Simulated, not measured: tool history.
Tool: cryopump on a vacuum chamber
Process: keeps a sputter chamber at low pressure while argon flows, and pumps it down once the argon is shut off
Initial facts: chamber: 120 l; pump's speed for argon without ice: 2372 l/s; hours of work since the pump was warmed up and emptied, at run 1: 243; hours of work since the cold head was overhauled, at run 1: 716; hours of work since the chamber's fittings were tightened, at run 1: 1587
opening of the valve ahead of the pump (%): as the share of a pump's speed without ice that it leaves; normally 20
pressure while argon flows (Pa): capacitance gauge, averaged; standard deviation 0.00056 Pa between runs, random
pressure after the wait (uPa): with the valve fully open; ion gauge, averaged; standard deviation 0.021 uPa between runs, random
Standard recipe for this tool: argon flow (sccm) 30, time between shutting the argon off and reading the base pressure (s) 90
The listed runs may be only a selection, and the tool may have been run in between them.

run     day  argon flow (sccm)  time between shutting the argon off and reading the base pressure (s)  opening of the valve ahead of the pump (%)  hours of work since the pump was warmed up and emptied  hours of work since the cold head was overhauled  hours of work since the chamber's fittings were tightened  pressure while argon flows (Pa)  pressure after the wait (uPa)
  1   0.000                 30                                                                     90                                          20                                                     243                                               716                                                       1587                           0.1097                           1.04
  2   2.362                 28                                                                     90                                          20                                                     278                                               752                                                       1623                           0.1033                           1.06
  3   3.817                 28                                                                     90                                          20                                                     300                                               774                                                       1645                           0.1035                           1.06
  4   5.442                 30                                                                     90                                          20                                                     325                                               798                                                       1669                           0.1115                           1.08
  5   7.000                 30                                                                     90                                          20                                                     348                                               822                                                       1693                           0.1120                           1.15
  6   9.183                 30                                                                     90                                          20                                                     381                                               855                                                       1726                           0.1115                           1.22
  7  10.804                 30                                                                     90                                          20                                                     406                                               879                                                       1750                           0.1126                           1.19
  8  12.350                 30                                                                     90                                          20                                                     429                                               902                                                       1773                           0.1144                           1.17
  9  13.617                 30                                                                     90                                          20                                                     448                                               922                                                       1792                           0.1132                           1.27
     14.479  -- pump warmed up, emptied and cooled again
 10  15.025                 30                                                                     90                                          20                                                       8                                               940                                                       1811                           0.1061                           1.03
 11  17.146                 30                                                                    137                                          20                                                      40                                               972                                                       1843                           0.1070                           1.00
 12  20.000                 30                                                                    137                                          20                                                      83                                              1015                                                       1886                           0.1080                           1.06
 13  21.300                 30                                                                     90                                          33                                                     103                                              1034                                                       1905                           0.0655                           1.08
 14  23.588                 30                                                                     90                                          33                                                     138                                              1069                                                       1940                           0.0671                           1.12
 15  25.029                 30                                                                     90                                          33                                                     159                                              1091                                                       1962                           0.0671                           1.17
 16  27.792                 30                                                                     90                                          33                                                     201                                              1132                                                       2003                           0.0670                           1.18
 17  30.362                 25                                                                     90                                          23                                                     240                                              1171                                                       2042                           0.0799                           1.20
 18  31.842                 25                                                                     90                                          23                                                     262                                              1194                                                       2064                           0.0801                           1.18
 19  34.642                 25                                                                     39                                          19                                                     304                                              1236                                                       2107                           0.0964                           1.59
 20  36.229                 30                                                                    228                                          20                                                     328                                              1260                                                       2131                           0.1104                           1.15
 21  38.450                 14                                                                     54                                          20                                                     362                                              1293                                                       2164                           0.0525                           1.55
     38.775  -- leaking fittings of the chamber tightened, without venting
 22  40.850                 30                                                                     90                                          34                                                     397                                              1328                                                         31                           0.0685                           0.42
 23  42.325                 44                                                                     68                                          34                                                     419                                              1351                                                         54                           0.1013                           0.52
 24  44.575                 12                                                                    235                                          19                                                     453                                              1384                                                         88                           0.0481                           0.30
     45.042  -- pump warmed up, emptied and cooled again
 25  45.954                 59                                                                     31                                          23                                                      14                                              1402                                                        105                           0.1849                           0.81
 26  48.192                 17                                                                     77                                          49                                                      48                                              1436                                                        139                           0.0255                           0.45
 27  49.533                 17                                                                     77                                          49                                                      68                                              1456                                                        159                           0.0256                           0.53
 28  51.350                 25                                                                    104                                          25                                                      95                                              1484                                                        187                           0.0733                           0.38
 29  54.188                 39                                                                    229                                          39                                                     138                                              1526                                                        229                           0.0739                           0.31
 30  55.404                 30                                                                     50                                          20                                                     156                                              1545                                                        248                           0.1090                           0.63
 31  57.762                 18                                                                    171                                          54                                                     192                                              1580                                                        283                           0.0260                           0.39

The logged runs with the hidden state left out (each run's random variation unchanged):
Hidden state present: pump's speed, % of a pump's without ice; cold plate's temperature, K; leak into the chamber, uPa l/s; drift of the gauge itself on working_pa, %; drift of the gauge itself on base_upa, %.
run  pressure while argon flows (Pa)  pressure after the wait (uPa)
  1                           0.1064                           0.33
  2                           0.0998                           0.34
  3                           0.0997                           0.32
  4                           0.1070                           0.32
  5                           0.1072                           0.36
  6                           0.1062                           0.37
  7                           0.1068                           0.34
  8                           0.1082                           0.30
  9                           0.1068                           0.36
 10                           0.1057                           0.34
 11                           0.1063                           0.29
 12                           0.1068                           0.30
 13                           0.0641                           0.34
 14                           0.0653                           0.34
 15                           0.0651                           0.36
 16                           0.0644                           0.35
 17                           0.0773                           0.34
 18                           0.0773                           0.31
 19                           0.0931                           0.65
 20                           0.1060                           0.19
 21                           0.0503                           0.53
 22                           0.0631                           0.34
 23                           0.0928                           0.44
 24                           0.0455                           0.20
 25                           0.1838                           0.75
 26                           0.0250                           0.37
 27                           0.0250                           0.44
 28                           0.0721                           0.28
 29                           0.0714                           0.19
 30                           0.1068                           0.50
 31                           0.0244                           0.24
